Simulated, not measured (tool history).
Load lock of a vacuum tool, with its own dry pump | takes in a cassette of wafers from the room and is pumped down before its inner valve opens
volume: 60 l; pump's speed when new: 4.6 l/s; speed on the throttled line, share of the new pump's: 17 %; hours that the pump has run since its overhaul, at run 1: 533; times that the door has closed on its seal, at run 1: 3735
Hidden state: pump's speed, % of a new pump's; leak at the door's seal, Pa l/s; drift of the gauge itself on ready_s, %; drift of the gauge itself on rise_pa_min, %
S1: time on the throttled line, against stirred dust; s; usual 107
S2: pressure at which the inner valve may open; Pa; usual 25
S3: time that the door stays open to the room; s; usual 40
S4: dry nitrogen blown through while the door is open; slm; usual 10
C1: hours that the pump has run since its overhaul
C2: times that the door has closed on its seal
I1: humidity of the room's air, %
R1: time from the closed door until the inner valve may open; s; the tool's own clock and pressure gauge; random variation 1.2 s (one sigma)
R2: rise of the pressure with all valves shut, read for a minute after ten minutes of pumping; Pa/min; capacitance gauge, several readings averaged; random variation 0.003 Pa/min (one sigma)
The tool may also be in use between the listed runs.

| run | hour | S1 | S2 | S3 | S4 | C1 | C2 | I1 | R1 | R2 |
|---|---|---|---|---|---|---|---|---|---|---|
| 1 | 0 | 107 | 25 | 40 | 10 | 533 | 3735 | 47.4 | 197.2 | 0.059 |
| 2 | 421 | 107 | 25 | 40 | 10 | 955 | 4952 | 45.5 | 198.8 | 0.067 |
| 3 | 815.4 | 107 | 24 | 40 | 10 | 1349 | 6092 | 43.3 | 197.8 | 0.068 |
| 4 | 1157.1 | 107 | 24 | 40 | 10 | 1691 | 7080 | 41.3 | 200.8 | 0.083 |
| 5 | 1576.5 | 107 | 24 | 40 | 10 | 2110 | 8292 | 45 | 201.3 | 0.095 |
| 6 | 2006 | 107 | 36 | 40 | 10 | 2539 | 9534 | 45 | 194.7 | 0.11 |
| 7 | 2507.3 | 107 | 36 | 40 | 10 | 3041 | 10983 | 43.4 | 197.1 | 0.124 |
| 8 | 2952.4 | 107 | 36 | 40 | 10 | 3486 | 12269 | 45.7 | 195.7 | 0.138 |
| 9 | 3517.2 | 107 | 36 | 40 | 10 | 4051 | 13902 | 48.5 | 195.9 | 0.165 |
| 10 | 3790.9 | 107 | 29 | 40 | 10 | 4324 | 14693 | 45 | 200.9 | 0.174 |
| 11 | 4207.1 | 111 | 29 | 40 | 10 | 4741 | 15896 | 47 | 203.1 | 0.199 |
| 12 | 4692.3 | 155 | 29 | 40 | 10 | 5226 | 17298 | 42.4 | 240.4 | 0.22 |
| 13 | 5194.9 | 155 | 29 | 40 | 10 | 5728 | 18751 | 44.9 | 243.7 | 0.242 |
| 14 | 5562.3 | 155 | 29 | 40 | 10 | 6096 | 19813 | 43.8 | 242.1 | 0.263 |
| 15 | 6000.9 | 107 | 25 | 40 | 10 | 6534 | 21081 | 49.9 | 207.8 | 0.292 |
| 16 | 6395.2 | 107 | 25 | 40 | 10 | 6929 | 22221 | 49.1 | 206.2 | 0.314 |
| 17 | 6782.5 | 107 | 25 | 40 | 10 | 7316 | 23340 | 39.2 | 210.1 | 0.332 |
| 18 | 7258.5 | 107 | 25 | 40 | 10 | 7792 | 24716 | 42 | 209.7 | 0.359 |
| 19 | 7648.8 | 107 | 29 | 40 | 10 | 8182 | 25844 | 45.2 | 208.4 | 0.395 |
| 20 | 8057.8 | 107 | 48 | 40 | 16 | 8591 | 27027 | 40.5 | 200.7 | 0.415 |
|  | 8371.2 | door's seal changed, seat wiped |
| 21 | 8371.2 | 178 | 21 | 59 | 10 | 8903 | 0 | 45.2 | 274.6 | 0.044 |
| 22 | 8846 | 61 | 21 | 93 | 11 | 9378 | 1373 | 46.1 | 177.1 | 0.071 |
| 23 | 9362.2 | 77 | 24 | 39 | 34 | 9894 | 2865 | 42.9 | 190.2 | 0.043 |
| 24 | 9653.1 | 83 | 25 | 28 | 32 | 10185 | 3706 | 42 | 197.4 | 0.043 |
| 25 | 10143.3 | 83 | 29 | 77 | 37 | 10675 | 5123 | 45.6 | 193.4 | 0.056 |
| 26 | 10501.9 | 107 | 34 | 40 | 12 | 11034 | 6159 | 44.5 | 210.2 | 0.068 |
| 27 | 11003.6 | 107 | 34 | 40 | 12 | 11536 | 7610 | 44 | 210.4 | 0.093 |
| 28 | 11420.5 | 107 | 34 | 54 | 9 | 11952 | 8815 | 45.5 | 213.5 | 0.109 |
| 29 | 11934.8 | 85 | 34 | 54 | 9 | 12467 | 10301 | 45.8 | 197.5 | 0.127 |
| 30 | 12398.8 | 85 | 34 | 54 | 9 | 12931 | 11643 | 43 | 198.8 | 0.146 |
| 31 | 12922.9 | 107 | 34 | 54 | 16 | 13455 | 13157 | 44.7 | 217 | 0.164 |
| 32 | 13319.6 | 69 | 24 | 40 | 7 | 13852 | 14304 | 44 | 191.5 | 0.173 |
| 33 | 13823.4 | 120 | 26 | 89 | 11 | 14355 | 15761 | 43.9 | 232.1 | 0.217 |
| 34 | 14239.1 | 109 | 26 | 89 | 11 | 14771 | 16962 | 43.2 | 224.5 | 0.233 |

Run 35 comes next. What will it give?
| 35 | 14631.5 | 109 | 26 | 89 | 11 | 15163 | 18096 | 46.7 | ? | ? |

Run 35 gave R1 226.7 s, R2 0.255 Pa/min.
Without the tool's hidden state the same run would have given R1 198.8 s, R2 0.054 Pa/min.
